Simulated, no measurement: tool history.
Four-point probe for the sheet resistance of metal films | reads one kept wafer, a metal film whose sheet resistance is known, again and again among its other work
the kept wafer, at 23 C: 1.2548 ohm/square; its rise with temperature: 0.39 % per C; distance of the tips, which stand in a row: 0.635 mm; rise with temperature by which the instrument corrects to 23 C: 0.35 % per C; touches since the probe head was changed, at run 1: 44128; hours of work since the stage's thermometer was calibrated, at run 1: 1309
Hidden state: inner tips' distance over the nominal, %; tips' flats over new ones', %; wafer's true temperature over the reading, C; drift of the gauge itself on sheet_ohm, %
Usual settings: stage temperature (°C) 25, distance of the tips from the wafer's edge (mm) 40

run    hour  stage temperature (°C)  distance of the tips from the wafer's edge (mm)  touches since the probe head was changed  hours of work since the stage's thermometer was calibrated  sheet resistance as the instrument gives it (ohm/square)
  1       0                      25                                               40                                     44128                                                        1309                                                  1.255921
  2    60.9                      25                                               40                                     48202                                                        1356                                                  1.255763
  3   146.2                      25                                                5                                     53905                                                        1422                                                  1.266332
  4   201.5                      20                                               40                                     57606                                                        1465                                                  1.253807
  5   265.6                      20                                               40                                     61892                                                        1515                                                  1.253937
  6   339.8                      20                                               40                                     66851                                                        1573                                                  1.253905
  7   463.2                      20                                               40                                     75102                                                        1668                                                  1.254117
  8   590.2                      25                                               40                                     83600                                                        1767                                                  1.255804
  9   689.8                      25                                               40                                     90255                                                        1844                                                  1.255975
 10   769.5                      25                                               40                                     95584                                                        1906                                                  1.255761
 11   882.2                      25                                               40                                    103125                                                        1994                                                  1.255822
 12  1005.8                      25                                               30                                    111393                                                        2090                                                  1.256218
 13    1095                      25                                               30                                    117353                                                        2159                                                  1.255945
 14  1148.3                      25                                               30                                    120921                                                        2201                                                  1.256228
 15  1213.3                      25                                               14                                    125267                                                        2251                                                  1.257313
 16  1299.2                      25                                               14                                    131009                                                        2318                                                  1.256744
     1370.9  -- stage's thermometer calibrated
 17  1373.6                      25                                               14                                    135954                                                           2                                                  1.257324
 18  1469.9                      22                                               40                                    142391                                                          77                                                  1.254317
 19  1554.7                      22                                               40                                    148060                                                         143                                                  1.254273
 20  1662.7                      27                                               40                                    155285                                                         227                                                  1.256262
     1684.8  -- new probe head fitted
 21  1770.5                      25                                               40                                      5729                                                         310                                                   1.25577
 22  1886.1                      28                                               40                                     13461                                                         399                                                  1.256823
 23  1992.9                      25                                               17                                     20608                                                         482                                                  1.256138
 24    2048                      30                                               55                                     24289                                                         525                                                  1.257574
 25  2124.9                      33                                               51                                     29435                                                         585                                                  1.258278
 26  2178.6                      31                                                6                                     33023                                                         627                                                  1.265651
 27  2275.7                      31                                                6                                     39520                                                         702                                                  1.265464
 28    2385                      27                                                3                                     46827                                                         787                                                  1.285812
 29  2455.5                      28                                               71                                     51542                                                         842                                                  1.256301
 30  2522.5                      19                                               50                                     56022                                                         894                                                  1.253633
 31  2588.9                      35                                                5                                     60464                                                         945                                                  1.270386
 32  2704.9                      30                                                9                                     68216                                                        1036                                                  1.260905
 33  2791.1                      29                                               10                                     73982                                                        1103                                                  1.260177
 34  2914.8                      30                                               34                                     82258                                                        1199                                                  1.257414
 35  3004.2                      23                                               58                                     88235                                                        1268                                                  1.254571
 36  3091.4                      27                                               45                                     94063                                                        1336                                                  1.256705
 37  3209.9                      28                                                4                                    101988                                                        1428                                                  1.273814
 38    3323                      33                                               44                                    109551                                                        1516                                                  1.258864
 39    3414                      33                                                4                                    115641                                                        1586                                                  1.275651
 40  3482.2                      30                                                4                                    120203                                                        1639                                                    1.2742
 41  3563.4                      20                                               15                                    125628                                                        1702                                                  1.254455
 42  3675.8                      20                                               15                                    133145                                                        1790                                                    1.2545
 43  3747.8                      27                                                3                                    137961                                                        1846                                                  1.285903
 44  3843.6                      20                                               40                                    144369                                                        1920                                                  1.253808
 45  3937.1                      20                                               40                                    150623                                                        1993                                                  1.253299
     4030.6  -- new probe head fitted
 46  4056.4                      20                                               40                                      1724                                                        2085                                                  1.254126

Consider 3 possible next runs. They are alternatives, not a sequence: every one starts from the tool as it was left by run 46. What does each give?
  A  4110.3                      32                                               40                                      5329                                                        2127                                                         ?
  B  4110.3                      24                                               10                                      5329                                                        2127                                                         ?
  C  4110.3                      28                                               46                                      5329                                                        2127                                                         ?

run  sheet resistance as the instrument gives it (ohm/square)
  A                                                  1.258641
  B                                                  1.257716
  C                                                  1.256803
With the hidden condition removed and each run's random variation left untouched, the same runs would have given:
run  sheet resistance as the instrument gives it (ohm/square)
  A                                                  1.258603
  B                                                  1.257678
  C                                                  1.256765

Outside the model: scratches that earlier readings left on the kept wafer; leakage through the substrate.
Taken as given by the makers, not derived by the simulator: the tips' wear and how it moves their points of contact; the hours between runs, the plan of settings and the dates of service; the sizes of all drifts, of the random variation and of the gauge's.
